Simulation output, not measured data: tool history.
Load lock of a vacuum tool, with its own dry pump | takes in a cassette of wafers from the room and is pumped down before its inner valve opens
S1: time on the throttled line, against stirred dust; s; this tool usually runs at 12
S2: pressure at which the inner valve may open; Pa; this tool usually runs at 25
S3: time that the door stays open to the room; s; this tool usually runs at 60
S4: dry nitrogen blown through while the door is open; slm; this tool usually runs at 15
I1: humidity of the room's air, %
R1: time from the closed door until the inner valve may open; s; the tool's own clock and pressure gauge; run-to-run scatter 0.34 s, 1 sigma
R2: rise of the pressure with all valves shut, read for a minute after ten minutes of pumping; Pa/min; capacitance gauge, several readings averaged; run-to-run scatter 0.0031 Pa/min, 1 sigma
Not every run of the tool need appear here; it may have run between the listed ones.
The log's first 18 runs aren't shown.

run 19 hour=2937.5 | S1=23 S2=37 S3=60 S4=15 | I1=45.6 | R1=34.6 R2=0.104
run 20 hour=3102.3 | S1=7 S2=20 S3=60 S4=31 | I1=46.2 | R1=23.5 R2=0.093
run 21 hour=3329.8 | S1=7 S2=20 S3=60 S4=31 | I1=43.6 | R1=23.6 R2=0.079
run 22 hour=3541.2 | S1=14 S2=25 S3=63 S4=15 | I1=44.3 | R1=28.0 R2=0.104
run 23 hour=3666.8 | S1=14 S2=46 S3=63 S4=10 | I1=44.5 | R1=26.9 R2=0.112
run 24 hour=3835.0 | S1=14 S2=30 S3=151 S4=10 | I1=43.8 | R1=27.3 R2=0.168
run 25 hour=4067.4 | S1=14 S2=30 S3=151 S4=10 | I1=46.4 | R1=27.8 R2=0.177
run 26 hour=4218.7 | S1=12 S2=25 S3=91 S4=13 | I1=48.9 | R1=27.5 R2=0.148
run 27 hour=4385.9 | S1=12 S2=25 S3=60 S4=39 | I1=46.2 | R1=26.6 R2=0.091
run 28 hour=4610.4 | S1=12 S2=25 S3=60 S4=39 | I1=46.3 | R1=26.7 R2=0.087
run 29 hour=4803.0 | S1=12 S2=30 S3=161 S4=18 | I1=46.4 | R1=26.5 R2=0.155
run 30 hour=5017.0 | S1=12 S2=30 S3=161 S4=18 | I1=44.2 | R1=26.3 R2=0.157
run 31 hour=5114.4 | S1=12 S2=30 S3=161 S4=18 | I1=40.6 | R1=26.3 R2=0.155
run 32 hour=5270.9 | S1=12 S2=47 S3=60 S4=5 | I1=43.7 | R1=26.1 R2=0.143
run 33 hour=5476.2 | S1=12 S2=47 S3=60 S4=5 | I1=43.1 | R1=25.3 R2=0.139
run 34 hour=5685.9 | S1=12 S2=39 S3=101 S4=35 | I1=48.1 | R1=26.4 R2=0.122
run 35 hour=5835.7 | S1=12 S2=39 S3=101 S4=35 | I1=45.6 | R1=25.4 R2=0.114

For run 36, what comes out?
run 36 hour=6071.2 | S1=12 S2=39 S3=101 S4=35 | I1=43.0 | R1=? R2=?

{"run 36": {"R1": 26.6, "R2": 0.112}}
If the tool had no hidden condition, the same run with the same run-to-run variation would have returned R1 25.6 s, R2 0.059 Pa/min.

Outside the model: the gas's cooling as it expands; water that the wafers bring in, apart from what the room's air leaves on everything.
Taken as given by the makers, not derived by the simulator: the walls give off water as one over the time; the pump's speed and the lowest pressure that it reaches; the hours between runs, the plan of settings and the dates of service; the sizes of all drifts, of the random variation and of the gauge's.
